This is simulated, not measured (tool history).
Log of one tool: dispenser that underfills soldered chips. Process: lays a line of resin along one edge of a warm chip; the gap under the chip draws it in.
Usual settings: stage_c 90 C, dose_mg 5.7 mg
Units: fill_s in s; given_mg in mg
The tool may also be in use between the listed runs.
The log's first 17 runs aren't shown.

{"day": 5.504, "done": "new syringe of resin"}
{"run": 18, "day": 5.7, "stage_c": 84, "dose_mg": 5.65, "fill_s": 209.4, "given_mg": 5.48}
{"day": 5.908, "done": "new syringe of resin"}
{"run": 19, "day": 6.012, "stage_c": 98, "dose_mg": 4.88, "fill_s": 115.9, "given_mg": 4.74}
{"day": 6.283, "done": "new syringe of resin"}
{"run": 20, "day": 6.283, "stage_c": 78, "dose_mg": 5.83, "fill_s": 213.4, "given_mg": 5.59}
{"run": 21, "day": 6.604, "stage_c": 101, "dose_mg": 6.91, "fill_s": 131.1, "given_mg": 6.59}
{"day": 6.683, "done": "new syringe of resin"}
{"run": 22, "day": 7.008, "stage_c": 104, "dose_mg": 6.59, "fill_s": 114.7, "given_mg": 6.31}
{"day": 7.092, "done": "new syringe of resin"}
{"day": 7.479, "done": "new syringe of resin"}
{"run": 23, "day": 7.492, "stage_c": 93, "dose_mg": 5.7, "fill_s": 123.7, "given_mg": 5.44}
{"day": 7.867, "done": "new syringe of resin"}
{"run": 24, "day": 7.867, "stage_c": 93, "dose_mg": 5.7, "fill_s": 123.7, "given_mg": 5.42}
{"run": 25, "day": 8.088, "stage_c": 90, "dose_mg": 6.58, "fill_s": 173.4, "given_mg": 6.21}
{"day": 8.246, "done": "new syringe of resin"}
{"run": 26, "day": 8.508, "stage_c": 90, "dose_mg": 6.58, "fill_s": 180.8, "given_mg": 6.21}
{"day": 8.654, "done": "new syringe of resin"}
{"run": 27, "day": 8.854, "stage_c": 90, "dose_mg": 6.58, "fill_s": 165.1, "given_mg": 6.13}
{"day": 9.042, "done": "new syringe of resin"}
{"run": 28, "day": 9.346, "stage_c": 90, "dose_mg": 6.58, "fill_s": 189.2, "given_mg": 6.18}
{"day": 9.421, "done": "new syringe of resin"}
{"run": 29, "day": 9.675, "stage_c": 83, "dose_mg": 5.9, "fill_s": 232.7, "given_mg": 5.52}
{"day": 9.825, "done": "new syringe of resin"}
{"run": 30, "day": 9.975, "stage_c": 90, "dose_mg": 6.15, "fill_s": 155.2, "given_mg": 5.72}
{"day": 10.238, "done": "new syringe of resin"}
{"run": 31, "day": 10.333, "stage_c": 90, "dose_mg": 6.1, "fill_s": 147, "given_mg": 5.64}
{"day": 10.629, "done": "new syringe of resin"}
{"run": 32, "day": 10.767, "stage_c": 97, "dose_mg": 5.7, "fill_s": 124, "given_mg": 5.26}
{"day": 10.85, "done": "dispensing valve cleaned and set on the balance"}
{"run": 33, "day": 11.029, "stage_c": 78, "dose_mg": 5.7, "fill_s": 315.2, "given_mg": 5.68}

5 ways to go on from here, each from the tool as it stands after run 33. What would each give?
{"day": 11.088, "done": "new syringe of resin"}
{"day": 11.312, "done": "stage's temperature calibrated"}
{"day": 11.512, "done": "new syringe of resin"}
{"run": "A", "day": 11.512, "stage_c": 98, "dose_mg": 5.55, "fill_s": "?", "given_mg": "?"}
{"day": 11.088, "done": "new syringe of resin"}
{"day": 11.312, "done": "stage's temperature calibrated"}
{"day": 11.512, "done": "new syringe of resin"}
{"run": "B", "day": 11.512, "stage_c": 99, "dose_mg": 5.45, "fill_s": "?", "given_mg": "?"}
{"day": 11.088, "done": "new syringe of resin"}
{"day": 11.312, "done": "stage's temperature calibrated"}
{"day": 11.512, "done": "new syringe of resin"}
{"run": "C", "day": 11.512, "stage_c": 103, "dose_mg": 7.13, "fill_s": "?", "given_mg": "?"}
{"day": 11.088, "done": "new syringe of resin"}
{"day": 11.312, "done": "stage's temperature calibrated"}
{"day": 11.512, "done": "new syringe of resin"}
{"run": "D", "day": 11.512, "stage_c": 101, "dose_mg": 7.11, "fill_s": "?", "given_mg": "?"}
{"day": 11.088, "done": "new syringe of resin"}
{"day": 11.312, "done": "stage's temperature calibrated"}
{"day": 11.512, "done": "new syringe of resin"}
{"run": "E", "day": 11.512, "stage_c": 87, "dose_mg": 6.12, "fill_s": "?", "given_mg": "?"}

run=A fill_s=97.7 given_mg=5.49
run=B fill_s=93.4 given_mg=5.44
run=C fill_s=79.2 given_mg=7.14
run=D fill_s=84.8 given_mg=7.09
run=E fill_s=140.9 given_mg=6.15
Without the tool's hidden state the same runs would have given:
run=A fill_s=96.2 given_mg=5.51
run=B fill_s=92 given_mg=5.46
run=C fill_s=78.1 given_mg=7.18
run=D fill_s=83.5 given_mg=7.12
run=E fill_s=138.8 given_mg=6.18
